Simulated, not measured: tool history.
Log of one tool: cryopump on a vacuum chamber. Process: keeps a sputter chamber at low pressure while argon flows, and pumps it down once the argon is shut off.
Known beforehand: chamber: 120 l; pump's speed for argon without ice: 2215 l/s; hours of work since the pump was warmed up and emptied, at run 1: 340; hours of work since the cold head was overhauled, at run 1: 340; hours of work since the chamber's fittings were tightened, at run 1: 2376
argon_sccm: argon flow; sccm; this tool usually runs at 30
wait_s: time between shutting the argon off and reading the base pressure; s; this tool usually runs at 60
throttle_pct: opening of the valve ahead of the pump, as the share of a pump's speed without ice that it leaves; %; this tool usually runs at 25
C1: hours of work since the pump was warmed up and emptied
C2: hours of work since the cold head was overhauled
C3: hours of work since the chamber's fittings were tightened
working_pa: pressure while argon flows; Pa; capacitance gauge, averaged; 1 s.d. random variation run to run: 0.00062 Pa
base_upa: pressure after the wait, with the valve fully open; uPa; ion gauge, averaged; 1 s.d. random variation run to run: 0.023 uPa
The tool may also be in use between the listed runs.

{"run": 1, "day": 0.0, "argon_sccm": 30, "wait_s": 60, "throttle_pct": 25, "C1": 340, "C2": 340, "C3": 2376, "working_pa": 0.0989, "base_upa": 2.33}
{"run": 2, "day": 0.988, "argon_sccm": 30, "wait_s": 60, "throttle_pct": 25, "C1": 354, "C2": 354, "C3": 2390, "working_pa": 0.1, "base_upa": 2.37}
{"run": 3, "day": 1.808, "argon_sccm": 30, "wait_s": 60, "throttle_pct": 38, "C1": 366, "C2": 366, "C3": 2402, "working_pa": 0.0687, "base_upa": 2.42}
{"day": 3.062, "done": "pump warmed up, emptied and cooled again"}
{"run": 4, "day": 3.088, "argon_sccm": 30, "wait_s": 60, "throttle_pct": 38, "C1": 0, "C2": 381, "C3": 2417, "working_pa": 0.06, "base_upa": 2}
{"run": 5, "day": 4.575, "argon_sccm": 30, "wait_s": 54, "throttle_pct": 25, "C1": 21, "C2": 402, "C3": 2438, "working_pa": 0.0923, "base_upa": 1.99}
{"run": 6, "day": 5.292, "argon_sccm": 30, "wait_s": 54, "throttle_pct": 25, "C1": 32, "C2": 413, "C3": 2449, "working_pa": 0.0919, "base_upa": 2.05}
{"run": 7, "day": 6.6, "argon_sccm": 30, "wait_s": 54, "throttle_pct": 25, "C1": 50, "C2": 431, "C3": 2467, "working_pa": 0.0928, "base_upa": 2.09}
{"day": 6.875, "done": "leaking fittings of the chamber tightened, without venting"}
{"run": 8, "day": 7.579, "argon_sccm": 30, "wait_s": 54, "throttle_pct": 25, "C1": 63, "C2": 444, "C3": 10, "working_pa": 0.0938, "base_upa": 0.87}
{"run": 9, "day": 8.788, "argon_sccm": 30, "wait_s": 60, "throttle_pct": 37, "C1": 80, "C2": 461, "C3": 27, "working_pa": 0.0645, "base_upa": 0.8}
{"run": 10, "day": 10.133, "argon_sccm": 30, "wait_s": 60, "throttle_pct": 46, "C1": 99, "C2": 480, "C3": 46, "working_pa": 0.0512, "base_upa": 0.84}
{"run": 11, "day": 11.175, "argon_sccm": 30, "wait_s": 60, "throttle_pct": 46, "C1": 114, "C2": 495, "C3": 61, "working_pa": 0.053, "base_upa": 0.83}
{"run": 12, "day": 12.433, "argon_sccm": 30, "wait_s": 60, "throttle_pct": 46, "C1": 132, "C2": 513, "C3": 79, "working_pa": 0.0531, "base_upa": 0.88}
{"run": 13, "day": 13.862, "argon_sccm": 50, "wait_s": 200, "throttle_pct": 44, "C1": 152, "C2": 533, "C3": 99, "working_pa": 0.0927, "base_upa": 0.42}
{"run": 14, "day": 14.588, "argon_sccm": 12, "wait_s": 199, "throttle_pct": 43, "C1": 163, "C2": 543, "C3": 110, "working_pa": 0.0219, "base_upa": 0.39}
{"run": 15, "day": 15.454, "argon_sccm": 12, "wait_s": 199, "throttle_pct": 43, "C1": 175, "C2": 556, "C3": 122, "working_pa": 0.023, "base_upa": 0.41}
{"run": 16, "day": 16.771, "argon_sccm": 25, "wait_s": 62, "throttle_pct": 29, "C1": 194, "C2": 574, "C3": 141, "working_pa": 0.0698, "base_upa": 0.85}
{"run": 17, "day": 18.133, "argon_sccm": 30, "wait_s": 63, "throttle_pct": 47, "C1": 213, "C2": 594, "C3": 160, "working_pa": 0.0533, "base_upa": 0.93}
{"run": 18, "day": 19.217, "argon_sccm": 25, "wait_s": 97, "throttle_pct": 29, "C1": 228, "C2": 609, "C3": 175, "working_pa": 0.0699, "base_upa": 0.69}
{"run": 19, "day": 20.458, "argon_sccm": 40, "wait_s": 97, "throttle_pct": 26, "C1": 246, "C2": 627, "C3": 193, "working_pa": 0.1253, "base_upa": 0.7}
{"run": 20, "day": 22.05, "argon_sccm": 30, "wait_s": 47, "throttle_pct": 25, "C1": 269, "C2": 649, "C3": 216, "working_pa": 0.0983, "base_upa": 1.11}

Each row is a separate what-if for the run after 20, all from the same tool condition, not one after another. Results?
{"run": "A", "day": 22.729, "argon_sccm": 53, "wait_s": 56, "throttle_pct": 25, "C1": 278, "C2": 659, "C3": 225, "working_pa": "?", "base_upa": "?"}
{"run": "B", "day": 22.729, "argon_sccm": 55, "wait_s": 21, "throttle_pct": 20, "C1": 278, "C2": 659, "C3": 225, "working_pa": "?", "base_upa": "?"}
{"run": "C", "day": 22.729, "argon_sccm": 46, "wait_s": 268, "throttle_pct": 25, "C1": 278, "C2": 659, "C3": 225, "working_pa": "?", "base_upa": "?"}

run=A working_pa=0.1715 base_upa=1.01
run=B working_pa=0.2211 base_upa=2.15
run=C working_pa=0.1507 base_upa=0.48
What these runs would have given with no unlogged condition in the tool:
run=A working_pa=0.1598 base_upa=0.82
run=B working_pa=0.2089 base_upa=1.95
run=C working_pa=0.1405 base_upa=0.28
